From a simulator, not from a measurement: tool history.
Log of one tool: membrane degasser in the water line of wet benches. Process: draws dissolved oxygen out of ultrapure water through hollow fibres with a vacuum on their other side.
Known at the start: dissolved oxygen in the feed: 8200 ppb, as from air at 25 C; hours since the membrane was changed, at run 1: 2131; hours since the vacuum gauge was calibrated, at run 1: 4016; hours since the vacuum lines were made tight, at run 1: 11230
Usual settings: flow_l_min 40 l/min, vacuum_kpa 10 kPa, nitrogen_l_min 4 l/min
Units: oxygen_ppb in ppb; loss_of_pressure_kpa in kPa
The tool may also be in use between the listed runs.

run,hour,flow_l_min,vacuum_kpa,nitrogen_l_min,hours since the membrane was changed,hours since the vacuum gauge was calibrated,hours since the vacuum lines were made tight,oxygen_ppb,loss_of_pressure_kpa
1,0,40,10,4,2131,4016,11230,168.2,46.1
2,45.1,40,10,4,2176,4061,11275,167.2,45.65
3,109.3,48,10,4,2240,4126,11339,203,55.03
4,144.4,40,9.5,4,2275,4161,11374,156.3,46.08
5,203.3,40,9.5,4,2334,4220,11433,156.8,46.27
6,273.6,40,10,4,2404,4290,11503,169.3,45.78
7,314.3,40,10,4,2445,4331,11544,167.6,46.17
8,387.6,40,10,4,2518,4404,11617,169.9,45.97
9,448.4,40,10,4,2579,4465,11678,169.3,45.83
10,495.6,40,10,4,2626,4512,11725,168.5,45.84
11,539.9,40,10,4,2670,4556,11770,168,45.75
12,587.6,40,10,4,2718,4604,11817,168.3,46.01
13,625.3,40,10,4,2756,4642,11855,167.7,45.85
14,677.6,40,14.8,4,2808,4694,11907,279.7,45.84
# hour 689.4: seals of the vacuum lines changed
15,735.5,40,14.8,4,2864,4750,46,271.5,46
16,810.3,40,10,4,2939,4825,121,165.9,45.84
17,856.2,40,10,9.68,2985,4870,167,73.9,45.91
18,923.5,60,7.4,3.17,3052,4938,234,206,69.13
19,989.1,45,20.4,9.22,3118,5003,300,207.3,51.66
20,1039.2,45,20.4,9.22,3168,5054,350,207.6,51.82
21,1102.4,40,10,5.34,3231,5117,413,127.7,46.21
22,1141.7,40,10,5.34,3270,5156,452,127.1,45.95
23,1215.4,40,10,5.34,3344,5230,526,128.1,45.96
24,1285.6,35,19.4,3.66,3414,5300,596,363.3,40.45
25,1342.8,24,10,2.25,3471,5357,653,172.7,27.67
26,1379.3,57,9.1,4,3508,5394,690,215.9,66.21
27,1430.2,57,11.6,4,3559,5444,741,293.7,65.79
28,1462.7,57,11.6,4,3591,5477,773,294.6,66.01
29,1513.3,26,11.6,4,3642,5528,824,133.9,30.05
30,1547.6,64,12.4,1.96,3676,5562,858,630.5,74.02
31,1603.2,49,7.9,1.83,3732,5617,914,283.8,56.52
32,1654.7,49,7.9,1.83,3783,5669,965,284.5,56.42
33,1715.7,49,7.9,1.83,3844,5730,1026,282.3,56.27

3 ways to go on from here, each from the tool as it stands after run 33. What would each give?
A,1786.8,54,16.4,5.48,3915,5801,1097,?,?
B,1786.8,31,23.1,1.77,3915,5801,1097,?,?
C,1786.8,32,10,4,3915,5801,1097,?,?

run,oxygen_ppb,loss_of_pressure_kpa
A,316.7,62.41
B,737.7,35.98
C,133,36.85
Without the tool's hidden state the same runs would have given:
run,oxygen_ppb,loss_of_pressure_kpa
A,310.2,61.54
B,728.7,35.48
C,128.5,36.34

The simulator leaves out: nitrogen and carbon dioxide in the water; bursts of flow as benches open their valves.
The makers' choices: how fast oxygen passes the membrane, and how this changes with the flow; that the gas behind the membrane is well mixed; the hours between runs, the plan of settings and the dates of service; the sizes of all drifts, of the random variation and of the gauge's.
